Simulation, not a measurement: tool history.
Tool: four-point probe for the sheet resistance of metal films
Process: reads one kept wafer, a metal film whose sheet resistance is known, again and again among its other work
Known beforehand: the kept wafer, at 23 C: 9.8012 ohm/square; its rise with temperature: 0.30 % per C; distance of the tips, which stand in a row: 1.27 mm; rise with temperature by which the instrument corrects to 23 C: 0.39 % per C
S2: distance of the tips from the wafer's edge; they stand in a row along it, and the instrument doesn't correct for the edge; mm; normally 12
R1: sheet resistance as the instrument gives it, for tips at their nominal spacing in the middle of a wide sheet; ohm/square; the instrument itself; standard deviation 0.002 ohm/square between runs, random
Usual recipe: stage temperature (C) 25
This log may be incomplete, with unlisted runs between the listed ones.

{"run": 1, "hour": 0.0, "stage temperature (C)": 25, "S2": 12, "R1": 9.78069}
{"run": 2, "hour": 54.5, "stage temperature (C)": 25, "S2": 12, "R1": 9.779999}
{"run": 3, "hour": 84.4, "stage temperature (C)": 25, "S2": 12, "R1": 9.780125}
{"run": 4, "hour": 132.2, "stage temperature (C)": 25, "S2": 12, "R1": 9.78036}
{"run": 5, "hour": 194.0, "stage temperature (C)": 25, "S2": 12, "R1": 9.779007}
{"run": 6, "hour": 239.6, "stage temperature (C)": 25, "S2": 12, "R1": 9.779931}
{"run": 7, "hour": 282.2, "stage temperature (C)": 25, "S2": 44, "R1": 9.720857}
{"run": 8, "hour": 326.9, "stage temperature (C)": 25, "S2": 12, "R1": 9.779143}
{"run": 9, "hour": 354.1, "stage temperature (C)": 25, "S2": 12, "R1": 9.77374}
{"run": 10, "hour": 393.5, "stage temperature (C)": 25, "S2": 12, "R1": 9.776213}
{"run": 11, "hour": 432.2, "stage temperature (C)": 25, "S2": 12, "R1": 9.776193}
{"run": 12, "hour": 484.9, "stage temperature (C)": 33, "S2": 12, "R1": 9.710458}
{"run": 13, "hour": 528.0, "stage temperature (C)": 25, "S2": 12, "R1": 9.775228}
{"run": 14, "hour": 567.0, "stage temperature (C)": 25, "S2": 22, "R1": 9.734286}
{"run": 15, "hour": 596.8, "stage temperature (C)": 25, "S2": 12, "R1": 9.774968}
{"run": 16, "hour": 638.5, "stage temperature (C)": 25, "S2": 12, "R1": 9.772245}
{"run": 17, "hour": 680.9, "stage temperature (C)": 25, "S2": 12, "R1": 9.771604}
{"run": 18, "hour": 742.6, "stage temperature (C)": 33, "S2": 12, "R1": 9.705879}
{"run": 19, "hour": 796.1, "stage temperature (C)": 33, "S2": 12, "R1": 9.704177}
{"run": 20, "hour": 839.9, "stage temperature (C)": 21, "S2": 20, "R1": 9.7684}
{"run": 21, "hour": 883.2, "stage temperature (C)": 18, "S2": 11, "R1": 9.839942}
{"run": 22, "hour": 944.2, "stage temperature (C)": 18, "S2": 11, "R1": 9.844026}
{"run": 23, "hour": 979.9, "stage temperature (C)": 18, "S2": 11, "R1": 9.842038}
{"run": 24, "hour": 1039.3, "stage temperature (C)": 27, "S2": 21, "R1": 9.710263}
{"run": 25, "hour": 1065.5, "stage temperature (C)": 27, "S2": 27, "R1": 9.705816}
{"run": 26, "hour": 1118.3, "stage temperature (C)": 27, "S2": 27, "R1": 9.704157}
{"run": 27, "hour": 1165.5, "stage temperature (C)": 30, "S2": 28, "R1": 9.677418}
{"run": 28, "hour": 1203.2, "stage temperature (C)": 25, "S2": 31, "R1": 9.714741}
{"run": 29, "hour": 1236.2, "stage temperature (C)": 23, "S2": 10, "R1": 9.804581}
{"run": 30, "hour": 1263.3, "stage temperature (C)": 23, "S2": 10, "R1": 9.807403}
{"run": 31, "hour": 1291.0, "stage temperature (C)": 24, "S2": 8, "R1": 9.844457}

4 ways to go on from here, each from the tool as it stands after run 31. What would each give?
{"run": "A", "hour": 1341.8, "stage temperature (C)": 30, "S2": 7, "R1": "?"}
{"run": "B", "hour": 1341.8, "stage temperature (C)": 32, "S2": 67, "R1": "?"}
{"run": "C", "hour": 1341.8, "stage temperature (C)": 19, "S2": 34, "R1": "?"}
{"run": "D", "hour": 1341.8, "stage temperature (C)": 33, "S2": 19, "R1": "?"}

run=A R1=9.832098
run=B R1=9.650552
run=C R1=9.758387
run=D R1=9.665255
With no hidden state in the tool, these same runs would have given:
run=A R1=9.910961
run=B R1=9.728021
run=C R1=9.836950
run=D R1=9.742812
